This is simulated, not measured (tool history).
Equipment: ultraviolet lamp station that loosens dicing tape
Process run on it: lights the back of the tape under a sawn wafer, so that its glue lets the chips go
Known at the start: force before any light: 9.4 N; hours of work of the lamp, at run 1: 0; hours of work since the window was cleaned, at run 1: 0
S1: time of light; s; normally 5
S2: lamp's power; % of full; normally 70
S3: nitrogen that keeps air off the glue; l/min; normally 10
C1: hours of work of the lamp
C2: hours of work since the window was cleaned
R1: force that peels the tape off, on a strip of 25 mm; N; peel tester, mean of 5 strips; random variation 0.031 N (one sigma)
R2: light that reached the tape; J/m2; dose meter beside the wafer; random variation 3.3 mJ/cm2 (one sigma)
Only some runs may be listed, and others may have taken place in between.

run    hour  S1  S2  S3   C1   C2     R1     R2
  1     0.0   5  70  10    0    0  1.492   5160
  2    17.0   5  70  10   11   11  1.575   5150
  3    41.9   5  70   8   28   28  1.746   5110
  4    75.7   5  70   4   51   51  2.366   5090
  5   102.3   5  70   4   69   69  2.283   5160
  6   123.0   5  70   5   83   83  2.145   5130
  7   142.6   5  70   5   96   96  2.149   5110
  8   161.5   4  70  10  109  109  2.140   4160
  9   180.6   5  70  10  121  121  1.576   5120
 10   200.7   5  70  10  135  135  1.532   5110
 11   238.5   5  70  10  160  160  1.502   5200
 12   263.6   5  70   3  177  177  2.612   5120
 13   284.1   5  70   3  191  191  2.709   5140
 14   303.4   5  70   3  204  204  2.686   5130
 15   327.3   5  70   3  220  220  2.716   5170
 16   345.1   5  70  10  232  232  1.505   5110
 17   369.4   5  70   3  248  248  2.692   5120
 18   409.0   5  70   3  275  275  2.721   5080
 19   445.6   5  70   3  300  300  2.715   5140
 20   481.5   5  70   3  324  324  2.719   5150
 21   517.9   5  70   3  348  348  2.620   5130
 22   558.9   5  70   3  376  376  2.740   5170
 23   592.3   6  97   7  398  398  0.766   8540
      608.2  -- window cleaned of glue's vapour
 24   625.2   5  86   6  420   11  1.405   6280
 25   653.7   2  67   6  439   31  5.056   2000
 26   691.8   7  66  16  465   56  0.698   6780
 27   725.4   3  81   9  487   79  2.593   3540
 28   748.1   8  89   5  503   94  0.656  10440
 29   789.1   8  89   5  530  122  0.623  10460
 30   827.1   8  89   5  556  147  0.625  10400
 31   864.4   5  98   4  581  172  1.409   7140
 32   895.2   5  83   4  601  193  1.943   6140
 33   923.1   9  76  10  620  212  0.434  10030
 34   946.1   5  76  10  636  227  1.331   5560
 35   966.5   5  76  10  649  241  1.348   5540
 36   989.4   5  69  10  665  256  1.532   5000
 37  1017.4   6  70  10  684  275  1.120   6200
 38  1049.7   5  70   5  705  297  2.137   5130
 39  1069.8   4  61   5  719  310  3.371   3570
 40  1091.3   5  64   9  733  325  1.806   4660
 41  1111.7   7  68   5  747  339  1.351   6910
 42  1130.0   7  68   5  759  351  1.321   6960

Entry by entry between the runs, the difference in hidden state between the last listed run before and the first listed run after:
Run 23 -> run 24: window cleaned of glue's vapour (hour 608.2)
  both runs share identical hidden conditions
